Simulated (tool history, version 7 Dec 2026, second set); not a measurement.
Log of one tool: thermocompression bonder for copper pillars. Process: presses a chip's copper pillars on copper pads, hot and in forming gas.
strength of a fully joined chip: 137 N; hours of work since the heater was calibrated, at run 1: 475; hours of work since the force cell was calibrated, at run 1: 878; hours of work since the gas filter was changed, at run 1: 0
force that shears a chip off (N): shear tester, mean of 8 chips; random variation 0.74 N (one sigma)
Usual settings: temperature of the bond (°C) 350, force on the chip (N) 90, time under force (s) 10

run	hour	temperature of the bond (°C)	force on the chip (N)	time under force (s)	hours of work since the heater was calibrated	hours of work since the force cell was calibrated	hours of work since the gas filter was changed	force that shears a chip off (N)
1	0	350	90	10	475	878	0	53
2	16	328	90	10	487	890	12	40.4
3	25.3	350	98	10	494	897	19	56.9
4	35.2	350	55	10	502	905	26	30.9
5	47.6	350	90	10	511	914	36	51.8
6	58	353	90	10	519	922	44	52.4
7	66.2	350	116	10	525	928	50	63.9
8	73.3	350	116	10	530	933	55	64.8
9	81.5	350	90	18	536	940	61	61.5
10	95.7	350	108	18	547	950	72	72.8
# hour 98.7: force cell calibrated
11	106.3	350	108	18	554	6	79	74.6
12	113.7	350	102	10	559	11	84	58
13	127.5	350	90	10	570	22	95	50.7
14	140.7	350	90	10	580	32	105	49.8
15	147.5	350	78	10	585	37	110	43.4
16	159.5	350	78	10	594	46	119	42.7
# hour 162.3: force cell calibrated, once more
17	171.9	357	106	27	602	7	127	79.7
18	186.9	354	110	10	613	19	138	58.4
19	201.9	360	76	27	625	30	149	62
# hour 210: forming gas filter changed
20	216.3	360	76	27	635	40	5	71.4
21	231.2	333	76	27	646	51	16	51.2
22	248	350	72	17	659	64	29	49.6
23	262.6	367	70	16	670	75	39	55
24	271.1	350	92	10	676	81	46	49.6
25	280.3	350	90	26	683	88	53	68.7
26	294.1	350	101	13	693	99	63	60.1
27	302.3	351	69	6	700	105	69	29.7
28	311.1	331	107	7	706	111	76	39.4
29	323	380	110	23	715	120	85	95.3

3 ways to go on from here, each from the tool as it stands after run 29. What would each give?
A	330.8	354	90	24	721	126	91	?
B	330.8	378	110	23	721	126	91	?
C	330.8	355	90	10	721	126	91	?

run	force that shears a chip off (N)
A	67.7
B	93.5
C	49.3
Without the tool's hidden state the same runs would have given:
run	force that shears a chip off (N)
A	76.1
B	103.1
C	56

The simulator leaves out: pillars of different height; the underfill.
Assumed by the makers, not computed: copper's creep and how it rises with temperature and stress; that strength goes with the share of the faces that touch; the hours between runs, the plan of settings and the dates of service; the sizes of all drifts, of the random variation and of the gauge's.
